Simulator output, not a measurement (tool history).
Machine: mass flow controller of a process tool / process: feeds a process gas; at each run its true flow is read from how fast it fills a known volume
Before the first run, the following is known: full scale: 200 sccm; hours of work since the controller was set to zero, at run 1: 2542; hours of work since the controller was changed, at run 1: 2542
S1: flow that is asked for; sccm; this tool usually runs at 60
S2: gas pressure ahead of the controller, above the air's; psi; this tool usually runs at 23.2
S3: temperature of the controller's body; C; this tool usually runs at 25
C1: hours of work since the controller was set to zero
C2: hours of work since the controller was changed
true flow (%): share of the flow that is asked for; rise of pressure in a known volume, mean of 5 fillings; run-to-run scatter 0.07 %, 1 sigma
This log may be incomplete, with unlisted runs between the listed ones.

Run 1, hour 0.0: usual settings; C1 2542; C2 2542. Result: true flow (%) 97.98.
Run 2, hour 153.9: usual settings; C1 2652; C2 2652. Result: true flow (%) 97.99.
Run 3, hour 360.5: usual settings; C1 2800; C2 2800. Result: true flow (%) 98.07.
Run 4, hour 583.2: usual settings; C1 2959; C2 2959. Result: true flow (%) 97.82.
Run 5, hour 754.5: usual settings but S1 69 sccm; C1 3081; C2 3081. Result: true flow (%) 97.88.
Run 6, hour 858.3: usual settings but S1 51 sccm, S2 31.3 psi, S3 33 C; C1 3155; C2 3155. Result: true flow (%) 98.03.
Run 7, hour 1092.7: usual settings but S1 176 sccm, S3 22 C; C1 3322; C2 3322. Result: true flow (%) 98.70.
Run 8, hour 1234.6: usual settings but S1 176 sccm, S3 22 C; C1 3424; C2 3424. Result: true flow (%) 98.77.
Run 9, hour 1490.4: usual settings but S1 176 sccm, S3 22 C; C1 3606; C2 3606. Result: true flow (%) 98.59.
Run 10, hour 1630.3: usual settings but S1 176 sccm, S3 22 C; C1 3706; C2 3706. Result: true flow (%) 98.66.

Below, each run's measurement less what the same run would have read without the hidden state. Both values contain the same run-to-run variation, but the gauge's scatter may not be the same in both:
What the log doesn't record here: flow at rest that the sensor doesn't see, % of full scale; true flow over the shown one, %; drift of the gauge itself on true_pct, %.
run  true flow (%)
  1          -0.46
  2          -0.48
  3          -0.50
  4          -0.51
  5          -0.60
  6          -0.45
  7          -0.92
  8          -0.94
  9          -0.98
 10          -1.01
